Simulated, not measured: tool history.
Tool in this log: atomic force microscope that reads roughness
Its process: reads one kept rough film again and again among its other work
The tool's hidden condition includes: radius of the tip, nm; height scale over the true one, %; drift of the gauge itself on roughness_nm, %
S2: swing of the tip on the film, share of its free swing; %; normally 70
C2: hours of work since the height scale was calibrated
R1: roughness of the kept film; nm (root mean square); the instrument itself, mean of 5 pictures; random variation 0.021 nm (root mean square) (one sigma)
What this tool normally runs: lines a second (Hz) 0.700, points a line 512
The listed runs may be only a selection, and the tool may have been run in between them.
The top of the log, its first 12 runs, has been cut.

run 13 hour=268.2 | lines_a_second_(Hz)=0.700 S2=70 points_a_line=452 | pictures_with_this_tip=60 C2=723 | R1=4.671
run 14 hour=284.5 | lines_a_second_(Hz)=0.948 S2=70 points_a_line=512 | pictures_with_this_tip=76 C2=731 | R1=4.488
run 15 hour=297.4 | lines_a_second_(Hz)=0.948 S2=65 points_a_line=512 | pictures_with_this_tip=88 C2=738 | R1=4.391
run 16 hour=319.6 | lines_a_second_(Hz)=1.610 S2=70 points_a_line=512 | pictures_with_this_tip=109 C2=749 | R1=4.178
run 17 hour=348.0 | lines_a_second_(Hz)=0.700 S2=70 points_a_line=301 | pictures_with_this_tip=136 C2=763 | R1=4.059
-- hour=373.5 new tip fitted
run 18 hour=373.8 | lines_a_second_(Hz)=0.700 S2=70 points_a_line=301 | pictures_with_this_tip=0 C2=776 | R1=5.224
run 19 hour=392.9 | lines_a_second_(Hz)=0.700 S2=70 points_a_line=512 | pictures_with_this_tip=19 C2=785 | R1=5.049
run 20 hour=419.3 | lines_a_second_(Hz)=0.700 S2=70 points_a_line=512 | pictures_with_this_tip=44 C2=798 | R1=4.784
run 21 hour=442.8 | lines_a_second_(Hz)=1.885 S2=70 points_a_line=512 | pictures_with_this_tip=67 C2=810 | R1=4.467
run 22 hour=470.7 | lines_a_second_(Hz)=1.885 S2=70 points_a_line=512 | pictures_with_this_tip=93 C2=824 | R1=4.258
run 23 hour=491.3 | lines_a_second_(Hz)=1.309 S2=72 points_a_line=441 | pictures_with_this_tip=113 C2=834 | R1=4.188
run 24 hour=514.3 | lines_a_second_(Hz)=1.309 S2=72 points_a_line=441 | pictures_with_this_tip=135 C2=846 | R1=3.985
run 25 hour=536.1 | lines_a_second_(Hz)=0.700 S2=73 points_a_line=512 | pictures_with_this_tip=156 C2=857 | R1=3.932
-- hour=542.7 new tip fitted
run 26 hour=551.7 | lines_a_second_(Hz)=0.700 S2=73 points_a_line=512 | pictures_with_this_tip=9 C2=864 | R1=5.098
run 27 hour=577.7 | lines_a_second_(Hz)=0.700 S2=71 points_a_line=875 | pictures_with_this_tip=34 C2=877 | R1=4.912
run 28 hour=602.7 | lines_a_second_(Hz)=0.700 S2=71 points_a_line=875 | pictures_with_this_tip=58 C2=890 | R1=4.674
run 29 hour=616.3 | lines_a_second_(Hz)=0.700 S2=71 points_a_line=875 | pictures_with_this_tip=71 C2=897 | R1=4.623
run 30 hour=643.6 | lines_a_second_(Hz)=2.243 S2=77 points_a_line=279 | pictures_with_this_tip=97 C2=910 | R1=4.093
run 31 hour=656.1 | lines_a_second_(Hz)=2.243 S2=77 points_a_line=279 | pictures_with_this_tip=109 C2=916 | R1=4.031
run 32 hour=669.5 | lines_a_second_(Hz)=2.243 S2=77 points_a_line=279 | pictures_with_this_tip=122 C2=923 | R1=3.940
run 33 hour=691.7 | lines_a_second_(Hz)=2.243 S2=77 points_a_line=279 | pictures_with_this_tip=143 C2=934 | R1=3.750
run 34 hour=705.1 | lines_a_second_(Hz)=2.243 S2=77 points_a_line=279 | pictures_with_this_tip=156 C2=941 | R1=3.703
-- hour=709.8 new tip fitted
run 35 hour=730.8 | lines_a_second_(Hz)=2.752 S2=66 points_a_line=279 | pictures_with_this_tip=20 C2=953 | R1=4.856
run 36 hour=759.5 | lines_a_second_(Hz)=0.544 S2=66 points_a_line=532 | pictures_with_this_tip=47 C2=968 | R1=4.834
run 37 hour=779.9 | lines_a_second_(Hz)=1.827 S2=56 points_a_line=410 | pictures_with_this_tip=67 C2=978 | R1=4.596

Below are 4 alternative next runs, each starting from the tool's condition after run 37. Predict each:
run A hour=798.8 | lines_a_second_(Hz)=1.827 S2=55 points_a_line=355 | pictures_with_this_tip=85 C2=987 | R1=?
run B hour=798.8 | lines_a_second_(Hz)=0.700 S2=70 points_a_line=265 | pictures_with_this_tip=85 C2=987 | R1=?
run C hour=798.8 | lines_a_second_(Hz)=1.503 S2=69 points_a_line=389 | pictures_with_this_tip=85 C2=987 | R1=?
run D hour=798.8 | lines_a_second_(Hz)=0.700 S2=70 points_a_line=838 | pictures_with_this_tip=85 C2=987 | R1=?

run=A R1=4.452
run=B R1=4.491
run=C R1=4.390
run=D R1=4.494
With no hidden state in the tool, these same runs would have given:
run=A R1=5.186
run=B R1=5.230
run=C R1=5.113
run=D R1=5.233

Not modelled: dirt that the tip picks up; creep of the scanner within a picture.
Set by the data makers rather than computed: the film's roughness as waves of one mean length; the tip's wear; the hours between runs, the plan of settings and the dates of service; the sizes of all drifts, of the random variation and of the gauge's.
